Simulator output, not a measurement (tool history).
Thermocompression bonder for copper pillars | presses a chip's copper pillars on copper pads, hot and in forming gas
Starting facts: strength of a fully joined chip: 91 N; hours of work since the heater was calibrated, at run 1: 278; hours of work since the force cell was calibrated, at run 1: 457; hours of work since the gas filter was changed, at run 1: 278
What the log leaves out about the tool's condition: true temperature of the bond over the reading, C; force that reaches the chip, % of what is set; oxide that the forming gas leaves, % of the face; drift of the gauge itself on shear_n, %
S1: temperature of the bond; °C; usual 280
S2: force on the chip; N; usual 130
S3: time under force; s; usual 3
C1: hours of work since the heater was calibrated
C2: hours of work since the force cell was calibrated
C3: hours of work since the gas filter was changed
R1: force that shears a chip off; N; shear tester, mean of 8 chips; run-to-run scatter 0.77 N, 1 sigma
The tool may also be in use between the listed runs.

run   hour   S1   S2  S3   C1   C2   C3    R1
  1      0  280  130   3  278  457  278  59.8
  2   52.4  280  145   3  316  495  316  62.3
      97.2  -- forming gas filter changed
  3  113.3  280  145   3  359  538   12  62.9
  4  148.6  280  130   3  384  563   37  58.4
  5  208.8  275  130   3  427  606   80  57.6
  6  247.6  269  130   3  455  634  107    52
  7  284.3  308  106   3  481  660  134  63.9
  8  323.1  292  128   8  509  687  161  78.4
  9  353.8  292  128   6  530  709  183  74.3
 10  394.3  257  118   5  559  738  212  52.1
 11  441.1  257  194   5  593  772  245  69.4

For run 12, what comes out?
 12  494.2  257  135   3  631  810  283   ?

Run 12 yielded R1 49.1 N.
The same run, on a tool lacking any hidden state, would have yielded R1 49.3 N.
